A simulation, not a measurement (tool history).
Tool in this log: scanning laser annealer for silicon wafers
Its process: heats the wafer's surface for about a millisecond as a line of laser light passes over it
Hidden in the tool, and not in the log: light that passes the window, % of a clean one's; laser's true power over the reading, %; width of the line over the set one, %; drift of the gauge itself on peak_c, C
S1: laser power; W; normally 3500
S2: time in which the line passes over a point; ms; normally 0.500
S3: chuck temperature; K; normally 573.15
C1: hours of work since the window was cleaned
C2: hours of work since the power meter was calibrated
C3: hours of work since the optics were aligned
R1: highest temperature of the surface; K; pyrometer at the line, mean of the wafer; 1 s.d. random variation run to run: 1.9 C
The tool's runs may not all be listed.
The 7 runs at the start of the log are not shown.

{"run": 8, "hour": 67.2, "S1": 3500, "S2": 0.367, "S3": 534.15, "C1": 889, "C2": 320, "C3": 761, "R1": 1230.15}
{"run": 9, "hour": 74.5, "S1": 3439, "S2": 0.5, "S3": 573.15, "C1": 893, "C2": 324, "C3": 765, "R1": 1377.15}
{"run": 10, "hour": 84.4, "S1": 3439, "S2": 0.5, "S3": 573.15, "C1": 898, "C2": 329, "C3": 770, "R1": 1378.15}
{"run": 11, "hour": 93.4, "S1": 3439, "S2": 0.447, "S3": 573.15, "C1": 903, "C2": 335, "C3": 776, "R1": 1331.15}
{"run": 12, "hour": 108.3, "S1": 3439, "S2": 0.447, "S3": 573.15, "C1": 912, "C2": 343, "C3": 784, "R1": 1331.15}
{"hour": 112.6, "done": "laser's power meter calibrated"}
{"run": 13, "hour": 126.0, "S1": 3500, "S2": 0.5, "S3": 560.15, "C1": 920, "C2": 8, "C3": 792, "R1": 1379.15}
{"run": 14, "hour": 140.4, "S1": 3500, "S2": 0.5, "S3": 560.15, "C1": 928, "C2": 16, "C3": 800, "R1": 1380.15}
{"hour": 148.0, "done": "window over the wafer cleaned"}
{"run": 15, "hour": 153.2, "S1": 3500, "S2": 0.5, "S3": 560.15, "C1": 3, "C2": 22, "C3": 806, "R1": 1398.15}
{"run": 16, "hour": 163.3, "S1": 3500, "S2": 0.5, "S3": 573.15, "C1": 9, "C2": 27, "C3": 812, "R1": 1409.15}
{"run": 17, "hour": 174.5, "S1": 3500, "S2": 0.5, "S3": 573.15, "C1": 15, "C2": 34, "C3": 818, "R1": 1413.15}
{"run": 18, "hour": 181.0, "S1": 3601, "S2": 0.529, "S3": 533.15, "C1": 19, "C2": 37, "C3": 822, "R1": 1420.15}
{"run": 19, "hour": 191.0, "S1": 3416, "S2": 0.602, "S3": 545.15, "C1": 24, "C2": 43, "C3": 828, "R1": 1445.15}
{"run": 20, "hour": 198.0, "S1": 3416, "S2": 0.602, "S3": 545.15, "C1": 28, "C2": 47, "C3": 832, "R1": 1447.15}
{"hour": 202.3, "done": "laser's power meter calibrated, once more"}
{"run": 21, "hour": 211.7, "S1": 3416, "S2": 0.602, "S3": 545.15, "C1": 34, "C2": 5, "C3": 838, "R1": 1444.15}

What will run 22 give?
{"hour": 228.7, "done": "optics aligned, line set to its width"}
{"run": 22, "hour": 229.6, "S1": 3416, "S2": 0.602, "S3": 545.15, "C1": 42, "C2": 13, "C3": 1, "R1": "?"}

R1: 1455.15 K
With the hidden condition absent and the run-to-run variation left alone, this run would have shown R1 1459.15 K.
